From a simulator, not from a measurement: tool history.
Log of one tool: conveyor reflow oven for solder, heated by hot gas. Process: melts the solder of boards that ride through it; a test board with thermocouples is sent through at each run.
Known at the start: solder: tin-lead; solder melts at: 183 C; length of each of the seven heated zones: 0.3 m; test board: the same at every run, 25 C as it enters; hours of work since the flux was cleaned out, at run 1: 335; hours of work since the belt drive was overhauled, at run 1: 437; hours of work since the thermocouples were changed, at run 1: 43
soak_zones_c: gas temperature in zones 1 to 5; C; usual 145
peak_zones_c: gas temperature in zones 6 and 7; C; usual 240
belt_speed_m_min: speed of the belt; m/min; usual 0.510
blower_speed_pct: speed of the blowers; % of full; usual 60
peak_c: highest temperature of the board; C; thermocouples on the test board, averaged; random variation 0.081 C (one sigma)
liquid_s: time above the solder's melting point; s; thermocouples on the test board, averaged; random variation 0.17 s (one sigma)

run	hour	soak_zones_c	peak_zones_c	belt_speed_m_min	blower_speed_pct	hours of work since the flux was cleaned out	hours of work since the belt drive was overhauled	hours of work since the thermocouples were changed	peak_c	liquid_s
1	0.0	145	240	0.510	60	335	437	43	217.02	54.5
2	46.8	145	240	0.510	60	371	473	79	216.91	54.6
# hour 74.9: flux residue cleaned out of gas plates and filters
3	140.6	145	240	0.510	60	50	541	147	217.92	55.7
4	190.9	145	240	0.510	60	89	579	185	217.93	55.6
5	257.5	145	240	0.510	60	140	630	236	217.92	55.4
6	302.4	145	240	0.510	60	174	665	271	217.89	55.7
7	356.0	145	240	0.510	60	215	706	312	217.77	55.3
8	448.0	145	240	0.510	60	286	776	382	217.62	55.5
9	534.8	145	240	0.510	60	352	843	448	217.60	55.4
# hour 585.5: flux residue cleaned out of gas plates and filters
10	608.0	145	240	0.510	60	17	895	501	218.84	56.9
11	652.0	145	240	0.510	60	51	928	534	218.76	56.7
12	700.9	145	246	0.510	60	88	966	572	223.73	60.0
13	762.9	145	240	0.568	60	136	1013	619	214.43	46.9
# hour 812.3: belt drive overhauled, speed set with a stopwatch
14	816.0	145	240	0.568	60	173	3	657	213.06	45.0
15	891.4	145	240	0.568	60	231	61	715	213.04	45.1
16	979.1	135	235	0.549	60	298	128	782	207.90	39.0
17	1058.6	135	235	0.549	60	359	188	842	207.71	38.9
# hour 1101.1: flux residue cleaned out of gas plates and filters
18	1143.3	157	252	0.440	60	32	249	903	236.49	81.5
19	1227.2	159	244	0.547	85	97	314	968	230.66	64.0
20	1320.4	145	252	0.510	56	168	385	1039	226.52	60.8
21	1382.1	152	240	0.510	60	215	432	1086	220.05	59.4
22	1442.9	138	254	0.433	68	262	479	1133	238.24	77.0
23	1500.2	145	244	0.510	60	305	523	1177	221.60	57.8
24	1541.9	136	240	0.470	60	337	555	1209	219.37	58.1
# hour 1614.0: flux residue cleaned out of gas plates and filters
25	1641.5	157	241	0.507	79	21	627	1281	229.05	67.8
26	1697.7	157	241	0.507	79	64	670	1324	228.91	67.8
27	1750.7	133	253	0.453	86	105	711	1365	241.51	73.5
# hour 1796.1: thermocouples of zones 6 and 7 changed
28	1823.4	151	243	0.549	57	159	765	21	217.41	52.9
29	1877.0	152	243	0.549	57	200	806	62	217.44	53.4

Forecast each of these 5 alternatives for the next run:
A	1957.1	150	240	0.510	60	261	867	123	?	?
B	1957.1	144	243	0.549	57	261	867	123	?	?
C	1957.1	152	243	0.528	57	261	867	123	?	?
D	1957.1	152	248	0.432	62	261	867	123	?	?
E	1957.1	149	240	0.510	55	261	867	123	?	?

run	peak_c	liquid_s
A	218.66	58.5
B	215.35	48.9
C	218.76	56.9
D	232.30	80.2
E	216.33	55.6
Without the tool's hidden state the same runs would have given:
run	peak_c	liquid_s
A	218.89	57.6
B	215.55	48.2
C	218.94	56.0
D	232.51	78.8
E	216.46	54.7
